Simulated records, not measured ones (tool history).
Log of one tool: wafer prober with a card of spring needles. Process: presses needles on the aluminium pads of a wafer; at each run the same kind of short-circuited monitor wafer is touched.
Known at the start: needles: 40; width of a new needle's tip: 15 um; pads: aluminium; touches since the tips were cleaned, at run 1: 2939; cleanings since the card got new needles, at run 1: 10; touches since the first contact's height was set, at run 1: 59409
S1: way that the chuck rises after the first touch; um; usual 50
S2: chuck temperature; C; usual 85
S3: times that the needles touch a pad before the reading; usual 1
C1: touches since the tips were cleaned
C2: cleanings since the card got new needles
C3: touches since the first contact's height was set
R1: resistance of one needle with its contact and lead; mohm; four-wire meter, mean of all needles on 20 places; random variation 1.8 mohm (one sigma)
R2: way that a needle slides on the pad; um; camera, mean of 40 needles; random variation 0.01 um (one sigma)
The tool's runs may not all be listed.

run    day  S1   S2  S3    C1  C2     C3   R1     R2
  1      0  50   85   1  2939  10  59409  309  11.73
     0.308  -- tips cleaned on abrasive film
  2  0.362  50   85   1   374  11  61883  221  11.72
  3  0.646  50   85   1  2357  11  63866  304  11.74
     1.029  -- tips cleaned on abrasive film
  4  1.033  50   85   1    24  12  66516  204  11.72
  5  1.383  50   85   1  2469  12  68961  304  11.71
     1.771  -- tips cleaned on abrasive film
  6  1.771  50   85   1     4  13  71610  202   11.7
  7  1.967  50   85   1  1374  13  72980  276   11.7
  8  2.188  50   85   1  2904  13  74510  315  11.72
  9  2.404  50   85   1  4401  13  76007  334  11.71
     2.488  -- tips cleaned on abrasive film
 10  2.658  50   85   2  1174  14  77749  231  11.68
     2.758  -- height of the first contact set anew
 11  2.975  34   85   2  3293  14   1507  364   7.82
     3.217  -- tips cleaned on abrasive film
 12  3.225  50   85   1    47  15   3207  204  11.59
 13    3.5  50   85   1  1945  15   5105  292  11.61
 14  3.733  50   85   1  3567  15   6727  326   11.6
     3.825  -- height of the first contact set anew, once more
 15  3.929  50   85   1  4843  15    713  328  11.89
     3.958  -- tips cleaned on abrasive film
 16    4.2  50   85   1  1691  16   2578  286  11.89
 17  4.579  50   85   1  4309  16   5196  330  11.87
     4.679  -- tips cleaned on abrasive film
 18  4.921  50   85   1  1679  17   7532  280  11.86
 19  5.271  42   38   2  4120  17   9973  310   9.95
     5.408  -- tips cleaned on abrasive film
 20    5.6  37   38   2  1334  18  12237  273   8.77
 21  5.825  61   38   2  2873  18  13776  231  14.46
     6.121  -- tips cleaned on abrasive film
 22  6.133  39   86   3    78  19  15902  199   9.22
 23  6.446  39   86   3  2250  19  18074  256   9.22
 24  6.662  50   85   1  3738  19  19562  326  11.82
     6.838  -- tips cleaned on abrasive film
 25  6.838  50   85   1     0  20  20751  206  11.82
 26  7.058  43   34   1  1533  20  22284  309  10.14
 27  7.329  50   28   1  3419  20  24170  317  11.82
     7.554  -- tips cleaned on abrasive film
 28  7.571  50   28   1   128  21  25831  198  11.81
 29  7.921  50   28   1  2540  21  28243  310   11.8
 30  8.204  50   50   2  4517  21  30220  273  11.81
     8.288  -- tips cleaned on abrasive film
 31  8.583  50   50   2  2055  22  32822  249   11.8
 32  8.838  50  109   2  3818  22  34585  277  11.78
     9.004  -- tips cleaned on abrasive film
 33  9.038  32   67   1   227  23  35949  253   7.49
 34  9.362  32   67   1  2468  23  38190  465   7.49

Forecast each of these 4 alternatives for the next run:
     9.729  -- tips cleaned on abrasive film
  A  9.746  59  67   2  101  24  40823   ?   ?
     9.729  -- tips cleaned on abrasive film
  B  9.746  40  86   1  101  24  40823   ?   ?
     9.729  -- tips cleaned on abrasive film
  C  9.746  37  32   1  101  24  40823   ?   ?
     9.729  -- tips cleaned on abrasive film
  D  9.746  32  95   1  101  24  40823   ?   ?

run   R1     R2
  A  191  13.91
  B  228   9.38
  C  224   8.67
  D  250   7.48
Without the tool's hidden state the same runs would have given:
run   R1     R2
  A  180  14.03
  B  194    9.5
  C  181   8.79
  D  199   7.61

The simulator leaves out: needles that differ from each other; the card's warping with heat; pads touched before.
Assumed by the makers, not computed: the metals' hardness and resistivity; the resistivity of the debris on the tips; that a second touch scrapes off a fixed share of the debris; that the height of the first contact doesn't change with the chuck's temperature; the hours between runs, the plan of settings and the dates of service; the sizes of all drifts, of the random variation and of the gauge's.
